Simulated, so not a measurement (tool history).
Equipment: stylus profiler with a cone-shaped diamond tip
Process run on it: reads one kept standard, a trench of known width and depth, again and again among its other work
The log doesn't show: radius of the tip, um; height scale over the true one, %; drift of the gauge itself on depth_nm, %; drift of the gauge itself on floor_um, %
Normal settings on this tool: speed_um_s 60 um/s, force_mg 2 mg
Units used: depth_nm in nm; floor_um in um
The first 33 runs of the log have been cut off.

run	day	speed_um_s	force_mg	scans with this tip	hours of work since the height scale was calibrated	depth_nm	floor_um
34	104.804	48	1	20448	599	1009.49	23.23
35	109.442	48	1	20799	666	1009.37	23.21
36	113.5	35	4.16	21107	725	1021.51	23.3
37	115.921	35	4.16	21290	760	1021.72	23.25
38	117.904	35	4.16	21440	789	1022.05	23.16
39	120.083	35	4.16	21605	821	1021.53	23.19
40	123.321	95	1.71	21851	868	1012.93	23.02
41	126.267	95	1.71	22074	911	1013.42	23.01
42	128.367	175	2	22233	941	1014.88	22.91
43	130.962	88	2	22429	979	1014.7	22.97
44	133.121	22	2	22593	1010	1014.84	23.11
45	134.988	168	1.23	22734	1037	1011.7	22.71
46	136.896	59	0.87	22879	1065	1009.75	22.94
47	140.846	27	4.93	23178	1123	1024.98	23.05

3 ways to go on from here, each from the tool as it stands after run 47. What would each give?
A	143.95	67	1.19	23413	1168	?	?
B	143.95	140	1.99	23413	1168	?	?
C	143.95	79	2.88	23413	1168	?	?

run	depth_nm	floor_um
A	1012.15	22.84
B	1015.3	22.73
C	1018.25	22.92
Without the tool's hidden state the same runs would have given:
run	depth_nm	floor_um
A	1008.73	25.78
B	1011.87	25.67
C	1014.81	25.86
